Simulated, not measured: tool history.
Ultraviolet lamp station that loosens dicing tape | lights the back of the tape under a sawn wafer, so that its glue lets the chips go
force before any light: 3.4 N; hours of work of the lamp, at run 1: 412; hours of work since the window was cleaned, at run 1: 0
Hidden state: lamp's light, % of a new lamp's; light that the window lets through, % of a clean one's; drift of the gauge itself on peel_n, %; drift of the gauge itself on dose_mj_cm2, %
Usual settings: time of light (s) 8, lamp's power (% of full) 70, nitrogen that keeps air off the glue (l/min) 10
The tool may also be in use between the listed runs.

run   hour  time of light (s)  lamp's power (% of full)  nitrogen that keeps air off the glue (l/min)  hours of work of the lamp  hours of work since the window was cleaned  force that peels the tape off (N)  light that reached the tape (mJ/cm²)
  1      0                  8                        70                                            10                        412                                           0                              0.365                                   465
  2     15                  8                        70                                             7                        420                                           9                              0.427                                   459
  3   26.1                  8                        70                                             7                        427                                          15                              0.442                                   461
  4   46.7                  8                        70                                             7                        439                                          27                              0.436                                   458
  5   55.9                  8                        70                                             7                        444                                          32                               0.46                                   453
  6   73.5                  8                        70                                             7                        454                                          43                              0.457                                   453
  7   92.1                  8                        70                                             7                        465                                          53                              0.452                                   453
  8  110.6                  8                        70                                             7                        476                                          64                              0.453                                   448
  9  130.2                 13                        69                                             6                        487                                          76                              0.204                                   714
 10  141.6                 13                        69                                             6                        494                                          82                              0.217                                   724
 11  151.2                  6                        66                                            10                        499                                          88                              0.672                                   316
 12  167.4                  6                        92                                            10                        509                                          97                              0.402                                   438
 13  188.3                 10                        87                                            20                        521                                         109                              0.132                                   685
 14  205.1                 14                        63                                            10                        531                                         119                              0.158                                   697
 15  226.6                 14                        70                                             5                        543                                         131                              0.192                                   764
 16  239.3                 14                        70                                             5                        550                                         139                              0.195                                   768

Hidden state or all else? Some run-to-run changes of force that peels the tape off (N), split into what the settings, what came in and random variation would give without the hidden state, and what is left for the hidden state (with any gauge scatter that isn't in both results):
Run 10 -> 11: time of light (s) 13 -> 6, lamp's power (% of full) 69 -> 66, nitrogen that keeps air off the glue (l/min) 6 -> 10. force that peels the tape off (N) +0.455: hidden state +0.087, all else +0.368.
